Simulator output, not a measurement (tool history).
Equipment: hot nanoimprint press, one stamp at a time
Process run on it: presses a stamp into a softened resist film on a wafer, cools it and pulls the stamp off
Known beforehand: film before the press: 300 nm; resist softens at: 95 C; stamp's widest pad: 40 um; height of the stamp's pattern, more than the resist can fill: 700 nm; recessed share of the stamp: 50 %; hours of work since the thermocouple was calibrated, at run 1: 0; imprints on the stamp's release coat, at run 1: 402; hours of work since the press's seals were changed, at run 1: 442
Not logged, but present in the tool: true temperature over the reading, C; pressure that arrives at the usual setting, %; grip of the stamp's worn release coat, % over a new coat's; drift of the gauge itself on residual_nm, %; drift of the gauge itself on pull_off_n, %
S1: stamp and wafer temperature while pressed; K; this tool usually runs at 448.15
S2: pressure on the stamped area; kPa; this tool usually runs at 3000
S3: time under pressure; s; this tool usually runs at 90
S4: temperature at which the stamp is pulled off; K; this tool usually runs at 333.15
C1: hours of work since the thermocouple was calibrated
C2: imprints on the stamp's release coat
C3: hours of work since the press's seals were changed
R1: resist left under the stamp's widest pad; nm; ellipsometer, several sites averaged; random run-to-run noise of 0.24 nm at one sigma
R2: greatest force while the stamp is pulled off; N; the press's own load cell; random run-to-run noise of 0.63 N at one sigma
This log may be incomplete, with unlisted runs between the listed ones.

Run 1, hour 0: usual settings; C1 0; C2 402; C3 442. Result: R1 133.5 nm, R2 107.6 N.
Run 2, hour 27.1: usual settings; C1 15; C2 479; C3 457. Result: R1 133.2 nm, R2 108.8 N.
Run 3, hour 50.1: usual settings but S1 437.15 K; C1 28; C2 543; C3 470. Result: R1 172.2 nm, R2 109.9 N.
Run 4, hour 63: usual settings; C1 35; C2 580; C3 477. Result: R1 133.2 nm, R2 108.6 N.
Run 5, hour 89.4: usual settings; C1 49; C2 654; C3 491. Result: R1 132.7 nm, R2 110.2 N.
Run 6, hour 114.7: usual settings; C1 63; C2 726; C3 505. Result: R1 133 nm, R2 108.5 N.
At hour 132.1: stamp cleaned and given a new release coat.
Run 7, hour 132.3: usual settings; C1 69; C2 0; C3 512. Result: R1 132.8 nm, R2 109.4 N.
Run 8, hour 147.1: usual settings; C1 78; C2 42; C3 520. Result: R1 132.7 nm, R2 109.2 N.
Run 9, hour 159.6: usual settings but S2 3940 kPa; C1 84; C2 77; C3 527. Result: R1 116 nm, R2 109.1 N.
Run 10, hour 184.4: usual settings but S2 3940 kPa; C1 98; C2 147; C3 540. Result: R1 115.4 nm, R2 109.8 N.
Run 11, hour 211.1: usual settings but S2 3940 kPa; C1 113; C2 222; C3 555. Result: R1 115.3 nm, R2 109.7 N.
Run 12, hour 225.4: usual settings but S2 3940 kPa; C1 121; C2 262; C3 563. Result: R1 115.1 nm, R2 107.7 N.
Run 13, hour 238.5: usual settings but S2 3940 kPa; C1 128; C2 300; C3 570. Result: R1 115.6 nm, R2 108.9 N.
Run 14, hour 251.1: usual settings but S2 3940 kPa; C1 135; C2 335; C3 577. Result: R1 115.4 nm, R2 108.5 N.
Run 15, hour 273.6: usual settings but S2 3940 kPa; C1 147; C2 399; C3 589. Result: R1 115.4 nm, R2 109.8 N.
Run 16, hour 296.9: usual settings but S1 439.15 K, S2 3940 kPa, S3 98 s; C1 160; C2 464; C3 602. Result: R1 139.6 nm, R2 108.1 N.
Run 17, hour 316.5: usual settings but S1 439.15 K, S2 1890 kPa, S3 98 s, S4 326.15 K; C1 171; C2 519; C3 613. Result: R1 190.8 nm, R2 129.5 N.
Run 18, hour 332.3: usual settings but S2 3070 kPa, S3 51 s; C1 179; C2 564; C3 622. Result: R1 158.5 nm, R2 109.6 N.
Run 19, hour 345.6: usual settings but S3 46 s, S4 340.15 K; C1 187; C2 602; C3 629. Result: R1 165.6 nm, R2 88 N.
Run 20, hour 371.3: usual settings but S2 3140 kPa; C1 201; C2 674; C3 643. Result: R1 128.7 nm, R2 109.9 N.
Run 21, hour 397.5: usual settings but S2 3140 kPa, S3 116 s; C1 215; C2 748; C3 657. Result: R1 117.4 nm, R2 109.9 N.
At hour 407.5: stamp cleaned and given a new release coat.
Run 22, hour 418.4: usual settings but S2 2250 kPa, S3 50 s; C1 223; C2 31; C3 666. Result: R1 181 nm, R2 108.2 N.
Run 23, hour 433.8: usual settings but S2 2250 kPa, S3 50 s; C1 232; C2 74; C3 674. Result: R1 180.6 nm, R2 108.3 N.
Run 24, hour 451.7: usual settings but S3 52 s, S4 330.15 K; C1 242; C2 124; C3 684. Result: R1 158.4 nm, R2 118.1 N.
Run 25, hour 472.4: usual settings but S3 52 s, S4 330.15 K; C1 253; C2 183; C3 695. Result: R1 158 nm, R2 118.8 N.
Run 26, hour 484.7: usual settings but S2 4080 kPa, S3 52 s, S4 329.15 K; C1 260; C2 217; C3 702. Result: R1 137 nm, R2 120.3 N.
Run 27, hour 496.4: usual settings but S1 446.15 K, S2 2720 kPa, S3 122 s, S4 331.15 K; C1 266; C2 250; C3 709. Result: R1 128.9 nm, R2 114.2 N.

Estimate the outcome of run 28 from the log above:
Run 28, hour 512.4: usual settings but S1 446.15 K, S2 2720 kPa, S3 176 s, S4 331.15 K; C1 275; C2 296; C3 717. Result: R1 ?, R2 ?.

R1: 112.4 nm
R2: 115 N
If the tool had no hidden condition, the same run with the same run-to-run variation would have returned R1 114.7 nm, R2 115 N.
